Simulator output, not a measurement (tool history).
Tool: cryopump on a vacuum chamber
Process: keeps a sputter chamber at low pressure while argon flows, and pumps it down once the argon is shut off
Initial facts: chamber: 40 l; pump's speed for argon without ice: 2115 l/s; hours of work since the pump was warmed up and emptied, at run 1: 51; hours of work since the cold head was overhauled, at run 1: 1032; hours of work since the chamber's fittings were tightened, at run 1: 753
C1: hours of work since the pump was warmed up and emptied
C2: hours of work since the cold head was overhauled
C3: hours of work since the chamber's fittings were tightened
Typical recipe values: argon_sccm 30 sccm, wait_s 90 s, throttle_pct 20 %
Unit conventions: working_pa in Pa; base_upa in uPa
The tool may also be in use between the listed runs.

Run 1, hour 0.0: usual settings; C1 51; C2 1032; C3 753. Result: working_pa 0.1225 Pa, base_upa 0.92 uPa.
Run 2, hour 37.0: usual settings but wait_s 22 s; C1 73; C2 1054; C3 774. Result: working_pa 0.1220 Pa, base_upa 1.92 uPa.
Run 3, hour 66.0: usual settings but wait_s 22 s; C1 90; C2 1071; C3 791. Result: working_pa 0.1203 Pa, base_upa 1.95 uPa.
Run 4, hour 103.6: usual settings but wait_s 31 s; C1 112; C2 1093; C3 813. Result: working_pa 0.1219 Pa, base_upa 1.60 uPa.
Run 5, hour 129.3: usual settings but argon_sccm 21 sccm, wait_s 31 s; C1 127; C2 1108; C3 828. Result: working_pa 0.0853 Pa, base_upa 1.54 uPa.
Run 6, hour 178.0: usual settings but argon_sccm 21 sccm, wait_s 31 s, throttle_pct 18 %; C1 155; C2 1137; C3 857. Result: working_pa 0.0941 Pa, base_upa 1.61 uPa.
Run 7, hour 226.3: usual settings but argon_sccm 21 sccm, wait_s 31 s, throttle_pct 18 %; C1 184; C2 1165; C3 885. Result: working_pa 0.0947 Pa, base_upa 1.68 uPa.
Run 8, hour 254.0: usual settings but wait_s 68 s; C1 200; C2 1181; C3 902. Result: working_pa 0.1221 Pa, base_upa 1.18 uPa.
Run 9, hour 294.9: usual settings; C1 224; C2 1205; C3 926. Result: working_pa 0.1229 Pa, base_upa 1.13 uPa.
Run 10, hour 342.4: usual settings but throttle_pct 38 %; C1 252; C2 1233; C3 953. Result: working_pa 0.0648 Pa, base_upa 1.11 uPa.
Run 11, hour 374.2: usual settings but throttle_pct 38 %; C1 270; C2 1252; C3 972. Result: working_pa 0.0653 Pa, base_upa 1.08 uPa.
Run 12, hour 430.8: usual settings but throttle_pct 35 %; C1 303; C2 1285; C3 1005. Result: working_pa 0.0709 Pa, base_upa 1.15 uPa.
Run 13, hour 476.7: usual settings but throttle_pct 35 %; C1 330; C2 1312; C3 1032. Result: working_pa 0.0715 Pa, base_upa 1.20 uPa.
Run 14, hour 504.1: usual settings; C1 346; C2 1328; C3 1048. Result: working_pa 0.1226 Pa, base_upa 1.22 uPa.
Run 15, hour 556.1: usual settings; C1 377; C2 1358; C3 1079. Result: working_pa 0.1227 Pa, base_upa 1.29 uPa.
Run 16, hour 589.4: usual settings but argon_sccm 21 sccm; C1 396; C2 1378; C3 1098. Result: working_pa 0.0865 Pa, base_upa 1.26 uPa.
Run 17, hour 619.6: usual settings but argon_sccm 21 sccm, throttle_pct 29 %; C1 414; C2 1396; C3 1116. Result: working_pa 0.0608 Pa, base_upa 1.28 uPa.
Run 18, hour 652.8: usual settings but argon_sccm 21 sccm, throttle_pct 29 %; C1 434; C2 1415; C3 1135. Result: working_pa 0.0611 Pa, base_upa 1.27 uPa.
Run 19, hour 688.1: usual settings but argon_sccm 21 sccm, throttle_pct 29 %; C1 454; C2 1436; C3 1156. Result: working_pa 0.0616 Pa, base_upa 1.32 uPa.
Run 20, hour 723.5: usual settings but argon_sccm 16 sccm, wait_s 142 s, throttle_pct 29 %; C1 475; C2 1457; C3 1177. Result: working_pa 0.0467 Pa, base_upa 1.22 uPa.
Run 21, hour 760.7: usual settings but argon_sccm 16 sccm, wait_s 27 s, throttle_pct 16 %; C1 497; C2 1478; C3 1199. Result: working_pa 0.0823 Pa, base_upa 2.11 uPa.
Run 22, hour 799.3: usual settings but wait_s 95 s, throttle_pct 15 %; C1 520; C2 1501; C3 1221. Result: working_pa 0.1646 Pa, base_upa 1.38 uPa.
Run 23, hour 847.6: usual settings but wait_s 95 s, throttle_pct 15 %; C1 548; C2 1529; C3 1250. Result: working_pa 0.1664 Pa, base_upa 1.41 uPa.
Run 24, hour 880.9: usual settings but argon_sccm 12 sccm, wait_s 259 s, throttle_pct 44 %; C1 567; C2 1549; C3 1269. Result: working_pa 0.0236 Pa, base_upa 1.24 uPa.

Estimate the outcome of run 25 from the log above:
Run 25, hour 916.0: usual settings but wait_s 225 s; C1 588; C2 1569; C3 1290. Result: working_pa ?, base_upa ?.

working_pa: 0.1250 Pa
base_upa: 1.25 uPa
Without the tool's hidden state the same run would have given working_pa 0.1189 Pa, base_upa 0.23 uPa.
